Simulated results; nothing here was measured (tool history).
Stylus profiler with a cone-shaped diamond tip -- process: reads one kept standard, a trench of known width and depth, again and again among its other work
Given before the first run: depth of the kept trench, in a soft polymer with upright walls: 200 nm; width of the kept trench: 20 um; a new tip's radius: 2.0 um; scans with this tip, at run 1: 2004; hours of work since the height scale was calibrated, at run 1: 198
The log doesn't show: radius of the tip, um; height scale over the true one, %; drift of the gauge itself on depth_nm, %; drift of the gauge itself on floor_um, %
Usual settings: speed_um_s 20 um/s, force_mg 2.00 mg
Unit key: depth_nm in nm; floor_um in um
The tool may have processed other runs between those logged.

| run | hour | speed_um_s | force_mg | scans with this tip | hours of work since the height scale was calibrated | depth_nm | floor_um |
|---|---|---|---|---|---|---|---|
| 1 | 0.0 | 20 | 2.00 | 2004 | 198 | 201.44 | 18.04 |
| 2 | 17.5 | 20 | 2.00 | 2082 | 206 | 201.50 | 18.03 |
| 3 | 31.9 | 20 | 2.00 | 2146 | 213 | 201.59 | 17.96 |
| 4 | 39.8 | 40 | 2.00 | 2181 | 216 | 201.59 | 17.88 |
| 5 | 58.1 | 12 | 2.00 | 2263 | 224 | 201.48 | 18.06 |
| 6 | 70.3 | 12 | 2.00 | 2318 | 230 | 201.56 | 18.06 |
| 7 | 83.0 | 12 | 2.00 | 2375 | 235 | 201.64 | 18.02 |
| 8 | 98.3 | 12 | 3.04 | 2443 | 242 | 202.18 | 18.04 |
| 9 | 115.9 | 12 | 2.48 | 2522 | 250 | 201.92 | 18.03 |
| 10 | 132.6 | 14 | 2.00 | 2596 | 257 | 201.61 | 18.02 |
| 11 | 144.4 | 18 | 1.92 | 2649 | 262 | 201.62 | 18.03 |
| 12 | 158.9 | 9 | 0.84 | 2714 | 269 | 200.92 | 17.97 |
| 13 | 172.5 | 9 | 0.84 | 2775 | 275 | 201.04 | 17.99 |
| 14 | 186.1 | 34 | 5.96 | 2835 | 281 | 203.11 | 18.00 |
| 15 | 197.3 | 33 | 1.10 | 2886 | 286 | 201.12 | 17.84 |
| 16 | 213.1 | 34 | 5.40 | 2956 | 293 | 203.04 | 17.91 |
| 17 | 223.4 | 34 | 5.40 | 3002 | 297 | 202.95 | 17.93 |
| 18 | 241.4 | 20 | 2.79 | 3083 | 305 | 201.91 | 18.01 |

Here are 4 independent what-if runs from the current tool condition. What would each one return?
| A | 259.7 | 20 | 1.33 | 3165 | 314 | ? | ? |
| B | 259.7 | 20 | 4.90 | 3165 | 314 | ? | ? |
| C | 259.7 | 7 | 2.79 | 3165 | 314 | ? | ? |
| D | 259.7 | 20 | 4.98 | 3165 | 314 | ? | ? |

| run | depth_nm | floor_um |
|---|---|---|
| A | 201.22 | 17.94 |
| B | 202.84 | 17.94 |
| C | 202.10 | 18.07 |
| D | 202.87 | 17.99 |
With the hidden condition removed and each run's random variation left untouched, the same runs would have given:
| run | depth_nm | floor_um |
|---|---|---|
| A | 201.00 | 18.15 |
| B | 202.61 | 18.15 |
| C | 201.88 | 18.27 |
| D | 202.64 | 18.19 |

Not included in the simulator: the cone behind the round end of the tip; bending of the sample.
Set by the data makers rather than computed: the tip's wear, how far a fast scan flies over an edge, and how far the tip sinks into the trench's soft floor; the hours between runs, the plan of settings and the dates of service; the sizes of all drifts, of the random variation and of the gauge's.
